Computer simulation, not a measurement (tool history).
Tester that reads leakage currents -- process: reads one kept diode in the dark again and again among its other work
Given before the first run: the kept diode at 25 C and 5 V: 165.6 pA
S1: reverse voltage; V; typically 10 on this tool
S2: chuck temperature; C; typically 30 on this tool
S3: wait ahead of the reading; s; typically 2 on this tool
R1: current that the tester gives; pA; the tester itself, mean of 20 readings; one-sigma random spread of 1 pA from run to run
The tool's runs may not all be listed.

{"run": 1, "hour": 0.0, "S1": 10, "S2": 30, "S3": 2, "R1": 373.94}
{"run": 2, "hour": 38.7, "S1": 10, "S2": 30, "S3": 2, "R1": 370.62}
{"run": 3, "hour": 69.7, "S1": 10, "S2": 30, "S3": 3.27, "R1": 372.81}
{"run": 4, "hour": 127.9, "S1": 10, "S2": 30, "S3": 3.89, "R1": 375.21}
{"run": 5, "hour": 190.6, "S1": 1, "S2": 30, "S3": 2, "R1": 153.5}
{"run": 6, "hour": 246.7, "S1": 1, "S2": 30, "S3": 2, "R1": 153.82}
{"run": 7, "hour": 296.7, "S1": 1, "S2": 30, "S3": 2, "R1": 154.77}
{"run": 8, "hour": 341.4, "S1": 1, "S2": 30, "S3": 2, "R1": 154.78}
{"hour": 348.5, "done": "chuck's temperature calibrated"}
{"run": 9, "hour": 393.6, "S1": 1, "S2": 30, "S3": 2, "R1": 156.04}
{"run": 10, "hour": 439.9, "S1": 1, "S2": 30, "S3": 2, "R1": 155.62}
{"run": 11, "hour": 480.4, "S1": 1, "S2": 30, "S3": 2, "R1": 156.74}
{"run": 12, "hour": 543.8, "S1": 1, "S2": 30, "S3": 2, "R1": 157.13}
{"run": 13, "hour": 584.3, "S1": 1, "S2": 30, "S3": 2, "R1": 157.38}
{"run": 14, "hour": 646.1, "S1": 3, "S2": 21, "S3": 0.47, "R1": 105.46}
{"hour": 666.4, "done": "chuck's temperature calibrated, once more"}
{"run": 15, "hour": 700.9, "S1": 3, "S2": 21, "S3": 1.49, "R1": 92.12}
{"run": 16, "hour": 728.4, "S1": 3, "S2": 21, "S3": 1.49, "R1": 92.57}
{"run": 17, "hour": 787.3, "S1": 1.5, "S2": 21, "S3": 1.49, "R1": 70.75}
{"run": 18, "hour": 841.8, "S1": 1.7, "S2": 29, "S3": 0.35, "R1": 157.07}
{"run": 19, "hour": 883.0, "S1": 1.7, "S2": 29, "S3": 0.35, "R1": 157.27}
{"run": 20, "hour": 913.1, "S1": 10, "S2": 21, "S3": 1.18, "R1": 151.65}
{"run": 21, "hour": 961.8, "S1": 8, "S2": 30, "S3": 2, "R1": 316.27}
{"hour": 968.4, "done": "tester calibrated"}
{"run": 22, "hour": 1023.9, "S1": 10, "S2": 22, "S3": 2.21, "R1": 168.8}
{"run": 23, "hour": 1087.2, "S1": 2.5, "S2": 22, "S3": 3.11, "R1": 97.06}
{"run": 24, "hour": 1133.1, "S1": 4.5, "S2": 30, "S3": 0.96, "R1": 257.68}

Some steps in R1, run to run, broken into two amounts with sign: the step expected even without the hidden condition (settings, incoming material, random variation), and the rest, left for the hidden condition together with whatever gauge scatter is not in both the measured and the hidden-condition-free result:
Hidden conditions of the tool in this case: stray current of the dirty probe card, pA a volt; current scale over the true one, %; true chuck temperature over the reading, C; drift of the gauge itself on leakage_pa, %.
Run 4 -> 5: S1 10 -> 1, S3 3.89 -> 2. R1 -221.71 pA: hidden state -17.13, all else -204.58.
Run 14 -> 15: S3 0.47 -> 1.49, chuck's temperature calibrated, once more. R1 -13.34 pA: hidden state -12.39, all else -0.95.
Run 20 -> 21: S1 10 -> 8, S2 21 -> 30, S3 1.18 -> 2. R1 +164.62 pA: hidden state -2.39, all else +167.01.

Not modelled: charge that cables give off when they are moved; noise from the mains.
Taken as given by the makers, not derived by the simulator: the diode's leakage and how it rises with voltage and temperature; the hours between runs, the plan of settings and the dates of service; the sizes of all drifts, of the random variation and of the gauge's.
